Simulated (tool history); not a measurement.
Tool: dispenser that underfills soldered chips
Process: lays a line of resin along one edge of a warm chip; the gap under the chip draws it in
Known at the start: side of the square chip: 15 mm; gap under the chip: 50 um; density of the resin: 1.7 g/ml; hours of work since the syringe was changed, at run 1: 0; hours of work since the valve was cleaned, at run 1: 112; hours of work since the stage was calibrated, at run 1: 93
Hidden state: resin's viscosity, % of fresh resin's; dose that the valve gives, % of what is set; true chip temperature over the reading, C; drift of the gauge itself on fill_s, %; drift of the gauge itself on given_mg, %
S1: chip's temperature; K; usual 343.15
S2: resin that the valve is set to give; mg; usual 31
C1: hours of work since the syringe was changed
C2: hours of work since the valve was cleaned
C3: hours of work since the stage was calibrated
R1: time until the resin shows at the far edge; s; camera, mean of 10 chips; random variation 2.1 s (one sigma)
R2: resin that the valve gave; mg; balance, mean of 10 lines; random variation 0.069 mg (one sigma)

Run 1, hour 0: usual settings; C1 0; C2 112; C3 93. Result: R1 225.7 s, R2 29.69 mg.
Run 2, hour 3.2: usual settings; C1 2; C2 114; C3 95. Result: R1 240.6 s, R2 29.58 mg.
Run 3, hour 7.3: usual settings; C1 5; C2 117; C3 97. Result: R1 265.2 s, R2 29.56 mg.
At hour 8.3: new syringe of resin.
Run 4, hour 12.6: usual settings but S1 332.15 K; C1 3; C2 120; C3 101. Result: R1 352.7 s, R2 29.67 mg.
At hour 16.9: new syringe of resin.
Run 5, hour 16.9: usual settings but S1 332.15 K; C1 0; C2 123; C3 103. Result: R1 324.7 s, R2 29.57 mg.
Run 6, hour 19.6: usual settings but S1 332.15 K; C1 2; C2 125; C3 105. Result: R1 346.6 s, R2 29.65 mg.
Run 7, hour 24.4: usual settings but S1 332.15 K; C1 5; C2 128; C3 108. Result: R1 393.7 s, R2 29.63 mg.
At hour 25.7: new syringe of resin.
Run 8, hour 28: usual settings but S1 344.15 K; C1 2; C2 130; C3 110. Result: R1 222.7 s, R2 29.49 mg.
Run 9, hour 32.6: usual settings but S1 330.15 K; C1 5; C2 133; C3 113. Result: R1 412.4 s, R2 29.44 mg.
At hour 34.4: new syringe of resin.
Run 10, hour 37: usual settings but S1 330.15 K; C1 2; C2 136; C3 116. Result: R1 378.5 s, R2 29.38 mg.
Run 11, hour 41.5: usual settings but S1 330.15 K; C1 5; C2 139; C3 119. Result: R1 407.4 s, R2 29.43 mg.
At hour 43.4: new syringe of resin.
Run 12, hour 45.2: usual settings but S1 337.15 K; C1 1; C2 141; C3 121. Result: R1 272.1 s, R2 29.42 mg.
At hour 48.8: dispensing valve cleaned and set on the balance.
Run 13, hour 51: usual settings; C1 4; C2 2; C3 125. Result: R1 249.2 s, R2 30.95 mg.
At hour 53.2: new syringe of resin.
Run 14, hour 55.2: usual settings; C1 1; C2 4; C3 127. Result: R1 223.7 s, R2 31.04 mg.
Run 15, hour 58.9: usual settings; C1 4; C2 6; C3 129. Result: R1 242 s, R2 31.1 mg.
At hour 61.9: new syringe of resin.
Run 16, hour 63: usual settings but S2 27.6 mg; C1 1; C2 9; C3 132. Result: R1 221.6 s, R2 27.48 mg.
Run 17, hour 65.2: usual settings; C1 2; C2 10; C3 133. Result: R1 228 s, R2 30.92 mg.
Run 18, hour 69: usual settings but S2 30.2 mg; C1 5; C2 13; C3 136. Result: R1 255.6 s, R2 29.99 mg.
At hour 70.9: new syringe of resin.
Run 19, hour 71.7: usual settings but S1 330.15 K; C1 1; C2 15; C3 138. Result: R1 352.1 s, R2 31 mg.
Run 20, hour 74.8: usual settings but S1 330.15 K; C1 3; C2 17; C3 140. Result: R1 377.7 s, R2 30.86 mg.
Run 21, hour 78.8: usual settings but S1 354.15 K, S2 30.5 mg; C1 5; C2 19; C3 142. Result: R1 171.8 s, R2 30.3 mg.
At hour 79.7: new syringe of resin.
Run 22, hour 81.5: usual settings but S1 350.15 K, S2 29.1 mg; C1 1; C2 21; C3 144. Result: R1 173.1 s, R2 28.77 mg.
Run 23, hour 85.1: usual settings but S1 330.15 K; C1 4; C2 23; C3 146. Result: R1 385.8 s, R2 30.77 mg.
At hour 88.7: new syringe of resin.
Run 24, hour 89.2: usual settings but S1 330.15 K; C1 0; C2 26; C3 149. Result: R1 357.7 s, R2 30.79 mg.
Run 25, hour 91.4: usual settings but S2 39.8 mg; C1 2; C2 27; C3 150. Result: R1 221 s, R2 39.56 mg.
Run 26, hour 93.8: usual settings but S2 39.8 mg; C1 3; C2 29; C3 152. Result: R1 235.3 s, R2 39.44 mg.
At hour 97.5: new syringe of resin.
Run 27, hour 98.2: usual settings but S1 333.15 K, S2 28.3 mg; C1 0; C2 31; C3 154. Result: R1 317.7 s, R2 28.05 mg.
Run 28, hour 100.5: usual settings but S1 357.15 K, S2 37.9 mg; C1 2; C2 33; C3 156. Result: R1 139.2 s, R2 37.63 mg.
Run 29, hour 105.3: usual settings but S1 357.15 K, S2 37.9 mg; C1 5; C2 36; C3 159. Result: R1 153.9 s, R2 37.37 mg.
At hour 106.2: new syringe of resin.
Run 30, hour 110.6: usual settings but S1 357.15 K, S2 37.9 mg; C1 3; C2 39; C3 162. Result: R1 143.6 s, R2 37.36 mg.
At hour 114.8: new syringe of resin.
Run 31, hour 114.8: usual settings but S1 350.15 K, S2 34.5 mg; C1 0; C2 42; C3 165. Result: R1 161.8 s, R2 34.08 mg.
Run 32, hour 117.3: usual settings but S2 37.2 mg; C1 2; C2 44; C3 167. Result: R1 216.2 s, R2 36.69 mg.
Run 33, hour 120.5: usual settings but S2 37.2 mg; C1 4; C2 46; C3 169. Result: R1 234.1 s, R2 36.52 mg.
At hour 123.6: new syringe of resin.
Run 34, hour 124.7: usual settings but S2 37.2 mg; C1 1; C2 48; C3 171. Result: R1 217.8 s, R2 36.52 mg.
Run 35, hour 128.5: usual settings but S2 37.2 mg; C1 3; C2 51; C3 174. Result: R1 234.1 s, R2 36.59 mg.

4 ways to go on from here, each from the tool as it stands after run 35. What would each give?
At hour 132.3: new syringe of resin.
Run A, hour 133.5: usual settings but S1 331.15 K, S2 31.2 mg; C1 1; C2 54; C3 177. Result: R1 ?, R2 ?.
At hour 132.3: new syringe of resin.
Run B, hour 133.5: usual settings but S1 333.15 K, S2 36.2 mg; C1 1; C2 54; C3 177. Result: R1 ?, R2 ?.
At hour 132.3: new syringe of resin.
Run C, hour 133.5: usual settings but S1 346.15 K, S2 27 mg; C1 1; C2 54; C3 177. Result: R1 ?, R2 ?.
At hour 132.3: new syringe of resin.
Run D, hour 133.5: usual settings but S1 329.15 K, S2 27.5 mg; C1 1; C2 54; C3 177. Result: R1 ?, R2 ?.

run     R1     R2
  A  337.9  30.54
  B  309.1  35.38
  C  196.5  26.49
  D  373.3  26.95
Without the tool's hidden state the same runs would have given:
run     R1     R2
  A  345.1  31.14
  B  315.9  36.07
  C  199.4  27.01
  D  380.8  27.48
